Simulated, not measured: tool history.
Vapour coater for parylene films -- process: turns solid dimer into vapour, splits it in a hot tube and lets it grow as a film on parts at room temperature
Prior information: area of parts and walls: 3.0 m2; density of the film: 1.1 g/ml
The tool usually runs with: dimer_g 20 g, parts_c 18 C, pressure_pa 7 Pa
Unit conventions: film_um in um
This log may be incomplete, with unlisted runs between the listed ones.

run,day,dimer_g,parts_c,pressure_pa,film_um
1,0,20,18,7,2.86
2,0.783,20,18,7,2.85
3,2.075,20,18,7,2.84
4,3.104,20,18,4.73,2.95
5,3.833,20,18,4.82,2.96
6,4.775,20,18,4.82,2.93
7,5.829,20,18,7,2.85
8,6.95,35,18,7,4.97
# day 7.879: trap's valve overhauled
9,8.142,35,18,7,5.02
10,8.971,35,18,7,5.05
11,9.629,35,18,7,4.98
12,10.979,35,18,7,4.99
13,11.721,35,18,7,4.98
14,12.767,34,18,7,4.83
15,14.283,34,18,7,4.88
16,15.262,20,19,7,2.76
17,16.012,20,18,7,2.81
18,17.492,19,18,7,2.69
19,18.858,23,11,3.8,4.25
20,19.808,26,11,2.49,5
21,20.546,29,11,2.15,5.64
22,21.8,17,24,3.49,2.17
23,22.738,30,18,8.34,4.18
24,23.521,11,18,8.34,1.55
# day 24.308: trap's valve overhauled
25,24.867,21,13,3.82,3.71
26,25.75,21,13,3.82,3.69
27,26.75,21,13,3.82,3.67
28,28.25,21,13,3.82,3.67
29,29.096,21,13,3.82,3.7
30,30.588,21,19,2.69,3.16
31,31.4,10,14,7,1.61
32,32.058,20,12,5.72,3.47
33,32.942,20,12,5.72,3.49
34,34.108,20,12,5.72,3.52
35,35.321,20,12,5.72,3.47
36,35.971,20,26,2.9,2.42

Below are 3 alternative next runs, each starting from the tool's condition after run 36. Predict each:
A,37.488,22,23,8.17,?
B,37.488,20,26,3.85,?
C,37.488,20,15,7,?

run,film_um
A,2.67
B,2.4
C,3.13
What these runs would have given with no unlogged condition in the tool:
run,film_um
A,2.68
B,2.41
C,3.14
